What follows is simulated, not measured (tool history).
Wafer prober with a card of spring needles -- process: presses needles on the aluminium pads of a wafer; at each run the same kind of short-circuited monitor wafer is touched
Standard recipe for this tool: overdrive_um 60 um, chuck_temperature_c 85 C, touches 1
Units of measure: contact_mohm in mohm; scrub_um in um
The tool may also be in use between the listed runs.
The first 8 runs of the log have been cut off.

run	hour	overdrive_um	chuck_temperature_c	touches	contact_mohm	scrub_um
# hour 165.3: tips cleaned on abrasive film
9	173.2	60	85	1	166	14.65
# hour 178.1: tips cleaned on abrasive film
# hour 187.4: height of the first contact set anew, once more
# hour 191.4: tips cleaned on abrasive film
10	202	60	85	1	163	15.84
# hour 204.6: tips cleaned on abrasive film
# hour 217.8: tips cleaned on abrasive film
11	221.3	60	85	1	135	15.87
# hour 230.7: tips cleaned on abrasive film
# hour 243.3: tips cleaned on abrasive film
12	243.3	60	85	1	123	15.8
# hour 255.9: tips cleaned on abrasive film
# hour 269.5: tips cleaned on abrasive film
13	272.5	60	85	1	131	15.81
# hour 283.5: tips cleaned on abrasive film
# hour 297.9: tips cleaned on abrasive film
14	303.9	60	85	1	152	15.68
# hour 310.5: tips cleaned on abrasive film
# hour 322.9: tips cleaned on abrasive film
15	331.2	60	48	1	158	15.58
# hour 336.3: tips cleaned on abrasive film
# hour 350.4: tips cleaned on abrasive film
# hour 363: tips cleaned on abrasive film
16	363.6	60	48	1	123	15.64
# hour 375.2: tips cleaned on abrasive film
# hour 389.3: tips cleaned on abrasive film
17	394	72	85	1	134	18.78
# hour 402.7: tips cleaned on abrasive film
18	412	60	79	2	146	15.57
# hour 416.9: tips cleaned on abrasive film
# hour 429.9: tips cleaned on abrasive film
19	429.9	60	100	3	123	15.42
# hour 444.9: tips cleaned on abrasive film
# hour 457.1: tips cleaned on abrasive film
20	460.1	60	69	1	139	15.41
# hour 471.6: tips cleaned on abrasive film
# hour 485.7: tips cleaned on abrasive film
21	486.4	60	69	1	127	15.5
# hour 498.2: tips cleaned on abrasive film
# hour 510.5: tips cleaned on abrasive film
22	510.5	48	50	1	123	12.18
# hour 522.7: tips cleaned on abrasive film
23	527.2	48	77	3	138	12.09
# hour 535.7: tips cleaned on abrasive film
# hour 542.4: height of the first contact set anew
# hour 549.7: tips cleaned on abrasive film
24	550	44	101	2	133	11.63
# hour 562.6: tips cleaned on abrasive film
# hour 574.7: tips cleaned on abrasive film
25	577.1	69	26	2	117	18.26
# hour 587.4: tips cleaned on abrasive film
26	590.3	75	26	2	118	19.82
# hour 600.5: tips cleaned on abrasive film
27	605.6	42	86	1	180	11.06
# hour 614.3: tips cleaned on abrasive film
28	625.9	42	86	1	230	10.99
# hour 628.4: tips cleaned on abrasive film
# hour 641.5: tips cleaned on abrasive film
# hour 654.1: tips cleaned on abrasive film
29	655.1	42	86	1	142	10.9
# hour 667: tips cleaned on abrasive film
# hour 679.9: tips cleaned on abrasive film
30	679.9	49	67	2	125	12.64
# hour 694.1: tips cleaned on abrasive film
31	700.8	40	29	1	200	10.33

4 options for the next run, each taken on its own from the tool as it stands now. Forecast them:
# hour 708.6: tips cleaned on abrasive film
A	718.1	56	65	1	?	?
# hour 708.6: tips cleaned on abrasive film
B	718.1	66	75	2	?	?
# hour 708.6: tips cleaned on abrasive film
C	718.1	47	58	1	?	?
# hour 708.6: tips cleaned on abrasive film
D	718.1	78	29	2	?	?

run	contact_mohm	scrub_um
A	175	14.56
B	142	17.31
C	202	12.13
D	130	20.38
Stripped of hidden state, with their random variation kept, the same runs would have yielded:
run	contact_mohm	scrub_um
A	113	14.89
B	113	17.64
C	115	12.47
D	108	20.72

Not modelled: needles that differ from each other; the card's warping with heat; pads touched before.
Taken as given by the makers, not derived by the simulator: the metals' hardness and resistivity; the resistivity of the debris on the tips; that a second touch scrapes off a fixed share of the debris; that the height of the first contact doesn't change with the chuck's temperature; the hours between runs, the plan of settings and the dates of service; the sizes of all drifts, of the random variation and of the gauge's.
